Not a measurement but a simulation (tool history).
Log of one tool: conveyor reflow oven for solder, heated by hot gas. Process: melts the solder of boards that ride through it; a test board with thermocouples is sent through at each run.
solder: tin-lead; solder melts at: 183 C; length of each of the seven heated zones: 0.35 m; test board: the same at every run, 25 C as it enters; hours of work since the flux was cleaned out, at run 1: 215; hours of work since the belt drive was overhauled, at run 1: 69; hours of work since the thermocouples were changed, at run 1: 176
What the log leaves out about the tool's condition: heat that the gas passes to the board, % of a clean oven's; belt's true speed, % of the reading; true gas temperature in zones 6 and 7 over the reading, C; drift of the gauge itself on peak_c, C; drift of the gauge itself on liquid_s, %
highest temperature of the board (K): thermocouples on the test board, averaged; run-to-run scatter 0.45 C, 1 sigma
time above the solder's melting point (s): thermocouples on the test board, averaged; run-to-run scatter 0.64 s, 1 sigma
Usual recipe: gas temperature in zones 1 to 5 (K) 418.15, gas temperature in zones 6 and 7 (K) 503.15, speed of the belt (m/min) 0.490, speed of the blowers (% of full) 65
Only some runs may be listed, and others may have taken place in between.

| run | hour | gas temperature in zones 1 to 5 (K) | gas temperature in zones 6 and 7 (K) | speed of the belt (m/min) | speed of the blowers (% of full) | hours of work since the flux was cleaned out | hours of work since the belt drive was overhauled | hours of work since the thermocouples were changed | highest temperature of the board (K) | time above the solder's melting point (s) |
|---|---|---|---|---|---|---|---|---|---|---|
| 1 | 0.0 | 418.15 | 503.15 | 0.490 | 65 | 215 | 69 | 176 | 486.15 | 61.8 |
| 2 | 7.4 | 418.15 | 503.15 | 0.490 | 65 | 220 | 74 | 182 | 486.15 | 62.1 |
| 3 | 11.6 | 418.15 | 503.15 | 0.490 | 65 | 223 | 77 | 185 | 484.65 | 61.4 |
| 4 | 16.7 | 418.15 | 503.15 | 0.548 | 65 | 227 | 81 | 188 | 482.75 | 52.2 |
| 5 | 25.9 | 418.15 | 503.15 | 0.490 | 65 | 234 | 87 | 195 | 486.35 | 61.6 |
| 6 | 34.0 | 418.15 | 503.15 | 0.490 | 65 | 239 | 93 | 201 | 486.05 | 60.0 |
| 7 | 43.1 | 416.15 | 503.15 | 0.490 | 65 | 246 | 99 | 207 | 485.05 | 60.8 |
| 8 | 47.9 | 416.15 | 503.15 | 0.490 | 58 | 249 | 103 | 210 | 482.85 | 58.9 |
| 9 | 55.6 | 418.15 | 503.15 | 0.490 | 65 | 255 | 108 | 216 | 485.05 | 62.2 |
| 10 | 60.7 | 418.15 | 503.15 | 0.490 | 65 | 258 | 112 | 219 | 486.05 | 61.0 |
| 11 | 70.8 | 418.15 | 503.15 | 0.490 | 65 | 266 | 119 | 227 | 485.35 | 62.4 |
| 12 | 79.8 | 418.15 | 503.15 | 0.490 | 65 | 272 | 126 | 233 | 485.45 | 61.1 |
| 13 | 85.9 | 418.15 | 503.15 | 0.490 | 65 | 276 | 130 | 237 | 484.85 | 61.6 |
| 14 | 95.0 | 423.15 | 515.15 | 0.411 | 82 | 283 | 136 | 244 | 504.85 | 95.4 |
| 15 | 104.7 | 432.15 | 503.15 | 0.527 | 68 | 290 | 143 | 251 | 486.55 | 65.2 |
| 16 | 113.4 | 419.15 | 515.15 | 0.524 | 50 | 296 | 149 | 257 | 488.25 | 60.0 |
| 17 | 121.5 | 419.15 | 515.15 | 0.524 | 50 | 302 | 155 | 263 | 489.15 | 59.3 |
| 18 | 130.5 | 419.15 | 515.15 | 0.434 | 50 | 308 | 162 | 269 | 495.35 | 80.6 |
|  | 136.0 | flux residue cleaned out of gas plates and filters |
| 19 | 140.3 | 419.15 | 515.15 | 0.434 | 50 | 3 | 165 | 273 | 495.35 | 79.1 |
| 20 | 147.3 | 419.15 | 515.15 | 0.434 | 50 | 8 | 170 | 278 | 495.05 | 80.4 |
| 21 | 151.4 | 419.15 | 515.15 | 0.434 | 50 | 11 | 173 | 280 | 495.15 | 79.6 |
|  | 163.0 | flux residue cleaned out of gas plates and filters, once more |
| 22 | 166.0 | 419.15 | 515.15 | 0.434 | 50 | 2 | 180 | 287 | 497.55 | 82.2 |
| 23 | 174.7 | 403.15 | 515.15 | 0.524 | 50 | 8 | 186 | 293 | 487.15 | 52.7 |
| 24 | 180.7 | 426.15 | 515.15 | 0.474 | 50 | 13 | 190 | 298 | 496.35 | 77.1 |
| 25 | 185.5 | 418.15 | 515.15 | 0.467 | 65 | 16 | 194 | 301 | 499.05 | 76.9 |

Consider 3 possible next runs. They are alternatives, not a sequence: every one starts from the tool as it was left by run 25. What does each give?
| A | 191.7 | 418.15 | 510.15 | 0.419 | 65 | 20 | 198 | 306 | ? | ? |
| B | 191.7 | 413.15 | 494.15 | 0.467 | 60 | 20 | 198 | 306 | ? | ? |
| C | 191.7 | 405.15 | 504.15 | 0.467 | 65 | 20 | 198 | 306 | ? | ? |

| run | highest temperature of the board (K) | time above the solder's melting point (s) |
|---|---|---|
| A | 497.65 | 86.5 |
| B | 479.35 | 56.6 |
| C | 487.55 | 62.6 |
Had the tool no hidden state, the same runs would have come out as:
| run | highest temperature of the board (K) | time above the solder's melting point (s) |
|---|---|---|
| A | 498.55 | 87.0 |
| B | 480.15 | 57.6 |
| C | 488.35 | 63.4 |
